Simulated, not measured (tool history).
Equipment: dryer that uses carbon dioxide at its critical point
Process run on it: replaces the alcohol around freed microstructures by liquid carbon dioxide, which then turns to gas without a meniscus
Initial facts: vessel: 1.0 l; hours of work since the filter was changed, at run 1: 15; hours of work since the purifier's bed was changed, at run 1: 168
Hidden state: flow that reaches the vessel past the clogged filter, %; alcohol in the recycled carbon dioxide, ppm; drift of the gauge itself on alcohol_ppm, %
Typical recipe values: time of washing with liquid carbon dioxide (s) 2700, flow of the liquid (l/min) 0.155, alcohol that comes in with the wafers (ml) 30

| run | hour | time of washing with liquid carbon dioxide (s) | flow of the liquid (l/min) | alcohol that comes in with the wafers (ml) | hours of work since the filter was changed | hours of work since the purifier's bed was changed | alcohol left in the vessel before it's heated (ppm by volume) |
|---|---|---|---|---|---|---|---|
| 1 | 0 | 2700 | 0.155 | 30 | 15 | 168 | 90 |
| 2 | 7.4 | 2700 | 0.155 | 30 | 18 | 171 | 81 |
| 3 | 22.2 | 2700 | 0.155 | 87 | 23 | 176 | 221 |
| 4 | 34 | 2700 | 0.155 | 87 | 27 | 180 | 228 |
| 5 | 41.2 | 2700 | 0.1 | 30 | 30 | 182 | 569 |
| 6 | 55.5 | 2700 | 0.1 | 30 | 35 | 187 | 576 |
| 7 | 69.2 | 1680 | 0.189 | 30 | 40 | 192 | 340 |
| 8 | 81.6 | 1680 | 0.189 | 30 | 44 | 197 | 354 |
| 9 | 88 | 1680 | 0.189 | 30 | 46 | 199 | 338 |
| 10 | 102.4 | 2940 | 0.189 | 21 | 51 | 204 | 33 |
| 11 | 117.3 | 2880 | 0.234 | 69 | 56 | 209 | 31 |
| 12 | 131.6 | 1920 | 0.194 | 23 | 61 | 214 | 142 |

Predict each of these 4 candidate next runs independently; none follows another, all start after run 12:
| A | 143.2 | 3300 | 0.194 | 23 | 65 | 218 | ? |
| B | 143.2 | 1860 | 0.155 | 30 | 65 | 218 | ? |
| C | 143.2 | 1920 | 0.1 | 23 | 65 | 218 | ? |
| D | 143.2 | 1920 | 0.18 | 41 | 65 | 218 | ? |

| run | alcohol left in the vessel before it's heated (ppm by volume) |
|---|---|
| A | 34 |
| B | 494 |
| C | 1377 |
| D | 321 |
The same runs, with their run-to-run variation unchanged, on a tool lacking any hidden condition would have given:
| run | alcohol left in the vessel before it's heated (ppm by volume) |
|---|---|
| A | 10 |
| B | 430 |
| C | 1275 |
| D | 268 |
